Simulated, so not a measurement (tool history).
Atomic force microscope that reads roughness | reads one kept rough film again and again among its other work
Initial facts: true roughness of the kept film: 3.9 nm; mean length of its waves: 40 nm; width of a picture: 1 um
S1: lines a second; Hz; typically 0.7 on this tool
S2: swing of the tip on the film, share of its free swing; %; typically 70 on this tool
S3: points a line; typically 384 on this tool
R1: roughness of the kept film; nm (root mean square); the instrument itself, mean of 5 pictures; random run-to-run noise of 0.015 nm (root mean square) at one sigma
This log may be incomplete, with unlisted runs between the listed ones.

run	hour	S1	S2	S3	R1
1	0	0.7	70	384	3.178
# hour 54.8: new tip fitted
2	57.3	0.7	70	384	3.447
3	106.8	0.7	70	384	3.424
4	162.1	0.7	70	384	3.306
5	185.7	0.7	70	384	3.261
6	212.3	0.7	70	384	3.243
# hour 249.7: new tip fitted
7	260.9	0.7	70	384	3.489
8	311.5	0.7	89	384	3.303
9	344.2	0.7	89	384	3.261
# hour 348.4: height scale calibrated on a step standard
10	397.5	0.845	89	303	3.165
# hour 434.2: height scale calibrated on a step standard, once more
11	435	2.333	80	276	2.966
# hour 448.1: new tip fitted
12	477.1	0.898	86	941	3.343
13	512.3	0.7	70	655	3.368
14	549.9	0.7	70	655	3.333
15	579.9	3.397	70	384	3.079
16	618.4	0.7	70	679	3.183

Forecast each of these 4 alternatives for the next run:
# hour 642.6: new tip fitted
A	647.6	0.7	67	596	?
# hour 642.6: new tip fitted
B	647.6	1.172	62	833	?
# hour 642.6: new tip fitted
C	647.6	0.7	70	387	?
# hour 642.6: new tip fitted
D	647.6	1.273	80	381	?

run	R1
A	3.507
B	3.506
C	3.491
D	3.393
Take away the tool's hidden state, keep each run's random variation, and the runs would have read:
run	R1
A	3.505
B	3.504
C	3.489
D	3.391

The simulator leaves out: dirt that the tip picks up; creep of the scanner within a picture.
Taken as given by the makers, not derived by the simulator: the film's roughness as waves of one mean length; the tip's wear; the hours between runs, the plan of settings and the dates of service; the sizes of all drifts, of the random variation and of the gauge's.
